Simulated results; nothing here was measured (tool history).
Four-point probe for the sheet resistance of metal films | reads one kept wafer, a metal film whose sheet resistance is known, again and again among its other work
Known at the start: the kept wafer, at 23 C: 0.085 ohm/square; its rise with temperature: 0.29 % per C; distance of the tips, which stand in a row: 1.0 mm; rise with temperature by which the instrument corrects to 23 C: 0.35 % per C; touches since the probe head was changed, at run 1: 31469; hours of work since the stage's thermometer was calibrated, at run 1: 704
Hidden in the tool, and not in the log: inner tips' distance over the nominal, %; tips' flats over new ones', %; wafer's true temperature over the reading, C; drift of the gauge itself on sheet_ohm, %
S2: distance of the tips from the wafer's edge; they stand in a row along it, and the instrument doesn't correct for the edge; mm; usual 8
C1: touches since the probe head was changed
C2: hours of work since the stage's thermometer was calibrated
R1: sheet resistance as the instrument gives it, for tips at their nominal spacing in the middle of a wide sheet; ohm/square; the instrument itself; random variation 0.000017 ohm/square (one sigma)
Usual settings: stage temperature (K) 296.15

run 1 hour=0.0 | stage_temperature_(K)=296.15 S2=8 | C1=31469 C2=704 | R1=0.085695
run 2 hour=35.0 | stage_temperature_(K)=296.15 S2=8 | C1=32193 C2=722 | R1=0.085722
run 3 hour=66.6 | stage_temperature_(K)=303.15 S2=8 | C1=32846 C2=738 | R1=0.085392
run 4 hour=98.9 | stage_temperature_(K)=303.15 S2=8 | C1=33515 C2=754 | R1=0.085370
run 5 hour=129.1 | stage_temperature_(K)=303.15 S2=8 | C1=34140 C2=770 | R1=0.085373
run 6 hour=153.6 | stage_temperature_(K)=303.15 S2=8 | C1=34646 C2=782 | R1=0.085389
run 7 hour=183.0 | stage_temperature_(K)=292.15 S2=8 | C1=35254 C2=797 | R1=0.085914
run 8 hour=230.2 | stage_temperature_(K)=292.15 S2=8 | C1=36229 C2=821 | R1=0.085920
run 9 hour=254.0 | stage_temperature_(K)=304.15 S2=8 | C1=36723 C2=833 | R1=0.085356
run 10 hour=296.0 | stage_temperature_(K)=296.15 S2=37 | C1=37591 C2=855 | R1=0.085059
run 11 hour=343.9 | stage_temperature_(K)=296.15 S2=5 | C1=38582 C2=879 | R1=0.086802
run 12 hour=393.6 | stage_temperature_(K)=296.15 S2=5 | C1=39609 C2=905 | R1=0.086816
run 13 hour=417.0 | stage_temperature_(K)=296.15 S2=5 | C1=40094 C2=917 | R1=0.086802
run 14 hour=454.5 | stage_temperature_(K)=296.15 S2=5 | C1=40868 C2=936 | R1=0.086810
run 15 hour=508.7 | stage_temperature_(K)=296.15 S2=5 | C1=41989 C2=963 | R1=0.086796
run 16 hour=541.0 | stage_temperature_(K)=296.15 S2=8 | C1=42657 C2=980 | R1=0.085746
run 17 hour=574.4 | stage_temperature_(K)=296.15 S2=8 | C1=43348 C2=997 | R1=0.085713
run 18 hour=604.8 | stage_temperature_(K)=296.15 S2=8 | C1=43977 C2=1012 | R1=0.085703
run 19 hour=632.8 | stage_temperature_(K)=296.15 S2=8 | C1=44557 C2=1027 | R1=0.085708
run 20 hour=671.0 | stage_temperature_(K)=296.15 S2=62 | C1=45346 C2=1046 | R1=0.084985
run 21 hour=709.0 | stage_temperature_(K)=296.15 S2=62 | C1=46133 C2=1066 | R1=0.085030
run 22 hour=761.8 | stage_temperature_(K)=298.15 S2=8 | C1=47224 C2=1093 | R1=0.085625
run 23 hour=791.9 | stage_temperature_(K)=306.15 S2=8 | C1=47846 C2=1108 | R1=0.085271
run 24 hour=815.4 | stage_temperature_(K)=296.15 S2=15 | C1=48334 C2=1120 | R1=0.085223
run 25 hour=847.8 | stage_temperature_(K)=300.15 S2=11 | C1=49004 C2=1137 | R1=0.085189
run 26 hour=889.9 | stage_temperature_(K)=298.15 S2=44 | C1=49874 C2=1158 | R1=0.084922
run 27 hour=928.7 | stage_temperature_(K)=298.15 S2=44 | C1=50675 C2=1178 | R1=0.084925
run 28 hour=953.0 | stage_temperature_(K)=298.15 S2=44 | C1=51179 C2=1190 | R1=0.084908
run 29 hour=998.4 | stage_temperature_(K)=292.15 S2=9 | C1=52118 C2=1213 | R1=0.085779
run 30 hour=1052.6 | stage_temperature_(K)=292.15 S2=9 | C1=53239 C2=1241 | R1=0.085759
run 31 hour=1086.5 | stage_temperature_(K)=292.15 S2=9 | C1=53939 C2=1258 | R1=0.085769
run 32 hour=1124.3 | stage_temperature_(K)=296.15 S2=12 | C1=54721 C2=1278 | R1=0.085320
run 33 hour=1174.7 | stage_temperature_(K)=296.15 S2=29 | C1=55765 C2=1303 | R1=0.085054
run 34 hour=1220.5 | stage_temperature_(K)=307.15 S2=16 | C1=56712 C2=1327 | R1=0.084665
run 35 hour=1247.1 | stage_temperature_(K)=294.15 S2=5 | C1=57261 C2=1340 | R1=0.086912
run 36 hour=1273.0 | stage_temperature_(K)=298.15 S2=32 | C1=57797 C2=1354 | R1=0.084972
run 37 hour=1324.2 | stage_temperature_(K)=292.15 S2=15 | C1=58857 C2=1380 | R1=0.085402
run 38 hour=1378.7 | stage_temperature_(K)=292.15 S2=15 | C1=59983 C2=1408 | R1=0.085431
run 39 hour=1403.0 | stage_temperature_(K)=292.15 S2=15 | C1=60485 C2=1420 | R1=0.085407
run 40 hour=1442.3 | stage_temperature_(K)=298.15 S2=35 | C1=61299 C2=1440 | R1=0.084956
run 41 hour=1495.7 | stage_temperature_(K)=297.15 S2=8 | C1=62404 C2=1467 | R1=0.085709
run 42 hour=1523.0 | stage_temperature_(K)=297.15 S2=8 | C1=62967 C2=1481 | R1=0.085674
run 43 hour=1567.3 | stage_temperature_(K)=298.15 S2=5 | C1=63884 C2=1504 | R1=0.086690
run 44 hour=1607.1 | stage_temperature_(K)=298.15 S2=5 | C1=64707 C2=1524 | R1=0.086680
run 45 hour=1634.9 | stage_temperature_(K)=306.15 S2=11 | C1=65281 C2=1538 | R1=0.084933

3 ways to go on from here, each from the tool as it stands after run 45. What would each give?
run A hour=1657.9 | stage_temperature_(K)=305.15 S2=43 | C1=65758 C2=1550 | R1=?
run B hour=1657.9 | stage_temperature_(K)=301.15 S2=6 | C1=65758 C2=1550 | R1=?
run C hour=1657.9 | stage_temperature_(K)=298.15 S2=6 | C1=65758 C2=1550 | R1=?

run=A R1=0.084584
run=B R1=0.086010
run=C R1=0.086171
Without the tool's hidden state the same runs would have given:
run=A R1=0.084577
run=B R1=0.086003
run=C R1=0.086163
